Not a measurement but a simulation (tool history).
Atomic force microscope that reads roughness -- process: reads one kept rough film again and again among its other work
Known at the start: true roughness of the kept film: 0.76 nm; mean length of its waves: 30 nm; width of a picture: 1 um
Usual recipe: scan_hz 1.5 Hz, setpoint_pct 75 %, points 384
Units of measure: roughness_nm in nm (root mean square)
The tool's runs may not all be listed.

Run 1, hour 0: usual settings. Result: roughness_nm 0.655 nm (root mean square).
Run 2, hour 8.3: usual settings. Result: roughness_nm 0.657 nm (root mean square).
Run 3, hour 13: usual settings. Result: roughness_nm 0.65 nm (root mean square).
Run 4, hour 23: usual settings. Result: roughness_nm 0.648 nm (root mean square).
Run 5, hour 30.7: usual settings. Result: roughness_nm 0.649 nm (root mean square).
Run 6, hour 35.4: usual settings. Result: roughness_nm 0.644 nm (root mean square).
Run 7, hour 46.1: usual settings but setpoint_pct 56 %. Result: roughness_nm 0.67 nm (root mean square).
At hour 47.1: new tip fitted.
Run 8, hour 51.1: usual settings but setpoint_pct 56 %. Result: roughness_nm 0.718 nm (root mean square).
Run 9, hour 58.5: usual settings but setpoint_pct 56 %. Result: roughness_nm 0.72 nm (root mean square).
Run 10, hour 67: usual settings but setpoint_pct 56 %. Result: roughness_nm 0.709 nm (root mean square).
Run 11, hour 72.6: usual settings but setpoint_pct 56 %. Result: roughness_nm 0.713 nm (root mean square).
Run 12, hour 82.9: usual settings but setpoint_pct 56 %. Result: roughness_nm 0.704 nm (root mean square).
Run 13, hour 92.5: usual settings but setpoint_pct 56 %. Result: roughness_nm 0.703 nm (root mean square).
Run 14, hour 98.4: usual settings but setpoint_pct 56 %. Result: roughness_nm 0.71 nm (root mean square).
Run 15, hour 104.2: usual settings but setpoint_pct 56 %. Result: roughness_nm 0.702 nm (root mean square).
Run 16, hour 108.8: usual settings but setpoint_pct 56 %. Result: roughness_nm 0.701 nm (root mean square).
Run 17, hour 114.3: usual settings but points 701. Result: roughness_nm 0.661 nm (root mean square).
Run 18, hour 120.1: usual settings but points 701. Result: roughness_nm 0.668 nm (root mean square).
Run 19, hour 127.3: usual settings but points 668. Result: roughness_nm 0.668 nm (root mean square).
Run 20, hour 136.6: usual settings but scan_hz 1.48 Hz. Result: roughness_nm 0.659 nm (root mean square).
Run 21, hour 144.7: usual settings. Result: roughness_nm 0.65 nm (root mean square).
Run 22, hour 154: usual settings. Result: roughness_nm 0.641 nm (root mean square).
Run 23, hour 163.5: usual settings. Result: roughness_nm 0.648 nm (root mean square).
Run 24, hour 169.5: usual settings. Result: roughness_nm 0.642 nm (root mean square).
Run 25, hour 179: usual settings but setpoint_pct 65 %. Result: roughness_nm 0.675 nm (root mean square).
Run 26, hour 184.1: usual settings but setpoint_pct 65 %. Result: roughness_nm 0.667 nm (root mean square).
Run 27, hour 189.2: usual settings but setpoint_pct 79 %. Result: roughness_nm 0.63 nm (root mean square).
Run 28, hour 196.1: usual settings but scan_hz 0.86 Hz, setpoint_pct 64 %. Result: roughness_nm 0.682 nm (root mean square).
Run 29, hour 200.7: usual settings but scan_hz 0.86 Hz, setpoint_pct 64 %. Result: roughness_nm 0.687 nm (root mean square).
At hour 202.6: new tip fitted.
Run 30, hour 210.1: usual settings but scan_hz 1.54 Hz. Result: roughness_nm 0.673 nm (root mean square).
Run 31, hour 219.6: usual settings but scan_hz 1.54 Hz. Result: roughness_nm 0.665 nm (root mean square).
Run 32, hour 229.9: usual settings but scan_hz 0.97 Hz, setpoint_pct 81 %, points 502. Result: roughness_nm 0.662 nm (root mean square).
Run 33, hour 236.1: usual settings but scan_hz 0.66 Hz, setpoint_pct 81 %, points 502. Result: roughness_nm 0.695 nm (root mean square).
Run 34, hour 245.4: usual settings but scan_hz 0.72 Hz, setpoint_pct 74 %, points 562. Result: roughness_nm 0.698 nm (root mean square).
Run 35, hour 253.4: usual settings but scan_hz 0.76 Hz, setpoint_pct 74 %, points 488. Result: roughness_nm 0.694 nm (root mean square).
Run 36, hour 258.8: usual settings but scan_hz 1.6 Hz, setpoint_pct 64 %, points 312. Result: roughness_nm 0.69 nm (root mean square).
Run 37, hour 263.7: usual settings but scan_hz 1.61 Hz, setpoint_pct 64 %, points 824. Result: roughness_nm 0.681 nm (root mean square).
Run 38, hour 271.7: usual settings but setpoint_pct 66 %, points 268. Result: roughness_nm 0.675 nm (root mean square).
Run 39, hour 276.6: usual settings but scan_hz 2.97 Hz, setpoint_pct 71 %, points 408. Result: roughness_nm 0.627 nm (root mean square).
Run 40, hour 284.1: usual settings but scan_hz 1.05 Hz, setpoint_pct 83 %. Result: roughness_nm 0.652 nm (root mean square).
Run 41, hour 292.2: usual settings but scan_hz 0.79 Hz, setpoint_pct 83 %, points 860. Result: roughness_nm 0.668 nm (root mean square).
Run 42, hour 302.8: usual settings but scan_hz 2.58 Hz, setpoint_pct 76 %, points 262. Result: roughness_nm 0.602 nm (root mean square).
Run 43, hour 309.2: usual settings but scan_hz 2.58 Hz, setpoint_pct 67 %, points 337. Result: roughness_nm 0.645 nm (root mean square).
Run 44, hour 315.9: usual settings but scan_hz 1.21 Hz, setpoint_pct 88 %, points 482. Result: roughness_nm 0.616 nm (root mean square).
Run 45, hour 324.5: usual settings but scan_hz 1.21 Hz, setpoint_pct 88 %, points 482. Result: roughness_nm 0.629 nm (root mean square).
Run 46, hour 332.1: usual settings but scan_hz 1.15 Hz, setpoint_pct 65 %, points 336. Result: roughness_nm 0.68 nm (root mean square).
Run 47, hour 341.9: usual settings but setpoint_pct 87 %. Result: roughness_nm 0.598 nm (root mean square).
Run 48, hour 351.6: usual settings but scan_hz 0.59 Hz, setpoint_pct 71 %, points 446. Result: roughness_nm 0.69 nm (root mean square).
Run 49, hour 357.2: usual settings but scan_hz 2.18 Hz, setpoint_pct 59 %. Result: roughness_nm 0.658 nm (root mean square).
At hour 358.3: new tip fitted.
Run 50, hour 363.9: usual settings but scan_hz 2.47 Hz, points 624. Result: roughness_nm 0.638 nm (root mean square).
Run 51, hour 371.6: usual settings but scan_hz 0.53 Hz, setpoint_pct 58 %, points 535. Result: roughness_nm 0.718 nm (root mean square).
Run 52, hour 376.8: usual settings but scan_hz 3.08 Hz, points 985. Result: roughness_nm 0.619 nm (root mean square).

Each row is a separate what-if for the run after 52, all from the same tool condition, not one after another. Results?
Run A, hour 382.1: usual settings but points 1010. Result: roughness_nm ?.
Run B, hour 382.1: usual settings but scan_hz 3.08 Hz, setpoint_pct 86 %, points 462. Result: roughness_nm ?.
Run C, hour 382.1: usual settings but scan_hz 3.08 Hz, points 867. Result: roughness_nm ?.
Run D, hour 382.1: usual settings but scan_hz 1.99 Hz, setpoint_pct 61 %, points 864. Result: roughness_nm ?.
Run E, hour 382.1: usual settings but scan_hz 3.02 Hz, setpoint_pct 62 %, points 425. Result: roughness_nm ?.

run  roughness_nm
  A         0.674
  B          0.55
  C         0.617
  D         0.692
  E         0.671
With no hidden state in the tool, these same runs would have given:
run  roughness_nm
  A         0.687
  B         0.561
  C         0.629
  D         0.705
  E         0.684

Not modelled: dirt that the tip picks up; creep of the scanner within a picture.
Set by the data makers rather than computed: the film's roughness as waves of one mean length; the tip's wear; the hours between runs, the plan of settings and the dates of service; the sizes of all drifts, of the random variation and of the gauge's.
